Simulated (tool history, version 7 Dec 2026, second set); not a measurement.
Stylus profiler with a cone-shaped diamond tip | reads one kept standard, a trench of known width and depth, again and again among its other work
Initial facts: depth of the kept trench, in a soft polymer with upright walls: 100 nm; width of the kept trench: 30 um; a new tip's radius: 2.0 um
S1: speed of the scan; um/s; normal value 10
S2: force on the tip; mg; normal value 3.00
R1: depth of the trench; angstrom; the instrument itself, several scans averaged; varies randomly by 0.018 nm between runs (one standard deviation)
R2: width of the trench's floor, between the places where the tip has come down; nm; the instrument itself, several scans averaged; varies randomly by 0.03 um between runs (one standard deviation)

run	day	S1	S2	R1	R2
1	0.000	10	3.00	1008.8	28620
2	1.133	10	3.00	1008.6	28630
3	2.604	10	3.00	1008.7	28560
4	3.883	2	3.00	1008.6	28610
5	5.175	2	3.00	1008.7	28610
6	7.350	10	3.00	1008.9	28540
7	8.508	10	3.00	1008.8	28540
8	10.875	10	3.00	1009.2	28500
9	13.288	18	1.48	1005.6	28420
10	15.096	10	1.24	1005.4	28390
# day 15.296: height scale calibrated on a step standard
11	16.821	10	1.24	1005.5	28350
12	18.408	3	3.00	1009.4	28400
13	20.088	3	3.00	1009.5	28360
14	22.575	10	5.35	1013.7	28340

Branching from run 14: 3 alternative next runs. What would each branch give?
# day 23.133: height scale calibrated on a step standard, once more
A	24.938	33	3.29	?	?
# day 23.133: height scale calibrated on a step standard, once more
B	24.938	2	2.36	?	?
# day 23.133: height scale calibrated on a step standard, once more
C	24.938	29	1.15	?	?

run	R1	R2
A	1008.7	28270
B	1007.0	28330
C	1004.3	28280
What these runs would have given with no unlogged condition in the tool:
run	R1	R2
A	1008.8	28680
B	1007.0	28740
C	1004.4	28690

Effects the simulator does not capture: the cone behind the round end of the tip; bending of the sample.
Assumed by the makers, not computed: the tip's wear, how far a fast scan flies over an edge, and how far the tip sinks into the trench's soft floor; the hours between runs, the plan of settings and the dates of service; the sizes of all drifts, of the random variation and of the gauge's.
